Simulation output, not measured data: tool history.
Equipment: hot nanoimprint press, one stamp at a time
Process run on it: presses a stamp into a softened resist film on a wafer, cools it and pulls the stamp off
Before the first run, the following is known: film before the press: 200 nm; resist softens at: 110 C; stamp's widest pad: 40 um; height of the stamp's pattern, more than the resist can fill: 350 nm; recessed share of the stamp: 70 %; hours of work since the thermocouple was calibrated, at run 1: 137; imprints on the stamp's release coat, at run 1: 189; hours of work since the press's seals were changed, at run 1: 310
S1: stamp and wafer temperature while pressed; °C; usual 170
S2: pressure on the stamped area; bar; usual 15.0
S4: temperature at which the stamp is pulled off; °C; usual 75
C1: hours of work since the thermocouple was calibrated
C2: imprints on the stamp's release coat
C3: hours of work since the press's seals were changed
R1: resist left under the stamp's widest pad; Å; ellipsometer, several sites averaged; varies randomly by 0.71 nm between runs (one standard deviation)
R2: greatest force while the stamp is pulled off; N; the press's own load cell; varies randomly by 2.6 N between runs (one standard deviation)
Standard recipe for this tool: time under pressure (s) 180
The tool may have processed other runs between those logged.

run 1 day=0.000 | S1=170 S2=15.0 time_under_pressure_(s)=180 S4=75 | C1=137 C2=189 C3=310 | R1=1092 R2=122
run 2 day=0.700 | S1=167 S2=15.0 time_under_pressure_(s)=180 S4=75 | C1=150 C2=287 C3=323 | R1=1220 R2=124
run 3 day=1.475 | S1=167 S2=15.0 time_under_pressure_(s)=180 S4=75 | C1=164 C2=395 C3=337 | R1=1230 R2=131
run 4 day=2.396 | S1=167 S2=15.0 time_under_pressure_(s)=180 S4=75 | C1=181 C2=522 C3=354 | R1=1232 R2=125
run 5 day=3.246 | S1=167 S2=19.8 time_under_pressure_(s)=180 S4=75 | C1=197 C2=641 C3=370 | R1=1099 R2=137
-- day=3.967 stamp cleaned and given a new release coat
run 6 day=4.188 | S1=167 S2=19.8 time_under_pressure_(s)=180 S4=75 | C1=210 C2=31 C3=383 | R1=1083 R2=118
run 7 day=4.592 | S1=170 S2=15.0 time_under_pressure_(s)=180 S4=75 | C1=217 C2=87 C3=390 | R1=1104 R2=121
run 8 day=5.354 | S1=170 S2=15.0 time_under_pressure_(s)=180 S4=75 | C1=231 C2=193 C3=404 | R1=1107 R2=122
run 9 day=6.096 | S1=170 S2=15.0 time_under_pressure_(s)=180 S4=75 | C1=245 C2=297 C3=418 | R1=1115 R2=125
-- day=7.017 plate thermocouple calibrated
run 10 day=7.129 | S1=170 S2=15.0 time_under_pressure_(s)=180 S4=75 | C1=2 C2=423 C3=435 | R1=1120 R2=136
run 11 day=8.000 | S1=170 S2=15.0 time_under_pressure_(s)=180 S4=75 | C1=18 C2=544 C3=451 | R1=1136 R2=135
run 12 day=8.883 | S1=170 S2=15.0 time_under_pressure_(s)=180 S4=75 | C1=34 C2=667 C3=467 | R1=1129 R2=138
-- day=9.388 stamp cleaned and given a new release coat
run 13 day=9.821 | S1=170 S2=15.0 time_under_pressure_(s)=147 S4=75 | C1=47 C2=61 C3=480 | R1=1204 R2=122
-- day=10.633 plate thermocouple calibrated, once more
run 14 day=10.817 | S1=170 S2=15.0 time_under_pressure_(s)=147 S4=75 | C1=3 C2=182 C3=496 | R1=1135 R2=125
run 15 day=11.208 | S1=170 S2=15.0 time_under_pressure_(s)=147 S4=75 | C1=11 C2=236 C3=503 | R1=1131 R2=126
run 16 day=11.917 | S1=168 S2=15.0 time_under_pressure_(s)=180 S4=75 | C1=24 C2=335 C3=516 | R1=1166 R2=121
run 17 day=12.671 | S1=168 S2=15.0 time_under_pressure_(s)=340 S4=75 | C1=38 C2=440 C3=530 | R1=936 R2=133
run 18 day=13.483 | S1=170 S2=15.0 time_under_pressure_(s)=180 S4=64 | C1=53 C2=553 C3=545 | R1=1082 R2=146
run 19 day=14.158 | S1=170 S2=15.0 time_under_pressure_(s)=180 S4=64 | C1=65 C2=646 C3=557 | R1=1066 R2=146
-- day=14.771 stamp cleaned and given a new release coat
run 20 day=14.862 | S1=162 S2=15.0 time_under_pressure_(s)=348 S4=64 | C1=73 C2=13 C3=566 | R1=1211 R2=128
run 21 day=15.817 | S1=159 S2=15.0 time_under_pressure_(s)=120 S4=66 | C1=91 C2=146 C3=583 | R1=1670 R2=131
run 22 day=16.342 | S1=159 S2=15.0 time_under_pressure_(s)=120 S4=66 | C1=101 C2=219 C3=593 | R1=1670 R2=130
run 23 day=17.062 | S1=180 S2=23.9 time_under_pressure_(s)=135 S4=63 | C1=114 C2=319 C3=606 | R1=645 R2=140
run 24 day=18.000 | S1=171 S2=15.0 time_under_pressure_(s)=180 S4=70 | C1=131 C2=449 C3=624 | R1=1057 R2=137
run 25 day=18.412 | S1=169 S2=15.0 time_under_pressure_(s)=180 S4=75 | C1=139 C2=507 C3=631 | R1=1122 R2=136
run 26 day=18.917 | S1=169 S2=9.4 time_under_pressure_(s)=180 S4=75 | C1=148 C2=577 C3=640 | R1=1360 R2=137
run 27 day=19.371 | S1=169 S2=9.4 time_under_pressure_(s)=180 S4=75 | C1=156 C2=640 C3=649 | R1=1359 R2=141
-- day=20.042 stamp cleaned and given a new release coat
run 28 day=20.042 | S1=172 S2=12.8 time_under_pressure_(s)=180 S4=75 | C1=164 C2=0 C3=657 | R1=1101 R2=119
run 29 day=20.962 | S1=172 S2=22.4 time_under_pressure_(s)=133 S4=69 | C1=181 C2=128 C3=674 | R1=922 R2=130
run 30 day=21.412 | S1=163 S2=15.0 time_under_pressure_(s)=180 S4=67 | C1=189 C2=190 C3=682 | R1=1399 R2=134
run 31 day=22.292 | S1=163 S2=15.0 time_under_pressure_(s)=180 S4=67 | C1=206 C2=313 C3=698 | R1=1410 R2=134

Some steps in R1 between neighbouring runs. How much of each would the tool show without its hidden state too (settings, what came in, random variation), and how much is left for the hidden state, with any gauge scatter that isn't in both results?
What the log doesn't record here: true temperature over the reading, C; pressure that arrives at the usual setting, %; grip of the stamp's worn release coat, % over a new coat's; drift of the gauge itself on residual_nm, %; drift of the gauge itself on pull_off_n, %.
Run 9 -> 10: plate thermocouple calibrated. R1 +5 Å: hidden state +24, all else -19.
Run 13 -> 14: plate thermocouple calibrated, once more. R1 -69 Å: hidden state -67, all else -2.
Run 20 -> 21: S1 162 -> 159, time under pressure (s) 348 -> 120, S4 64 -> 66. R1 +459 Å: hidden state -3, all else +462.
Run 22 -> 23: S1 159 -> 180, S2 15.0 -> 23.9, time under pressure (s) 120 -> 135, S4 66 -> 63. R1 -1025 Å: hidden state +5, all else -1030.
Run 28 -> 29: S2 12.8 -> 22.4, time under pressure (s) 180 -> 133, S4 75 -> 69. R1 -179 Å: hidden state +8, all else -187.
Run 29 -> 30: S1 172 -> 163, S2 22.4 -> 15.0, time under pressure (s) 133 -> 180, S4 69 -> 67. R1 +477 Å: hidden state +0, all else +477.

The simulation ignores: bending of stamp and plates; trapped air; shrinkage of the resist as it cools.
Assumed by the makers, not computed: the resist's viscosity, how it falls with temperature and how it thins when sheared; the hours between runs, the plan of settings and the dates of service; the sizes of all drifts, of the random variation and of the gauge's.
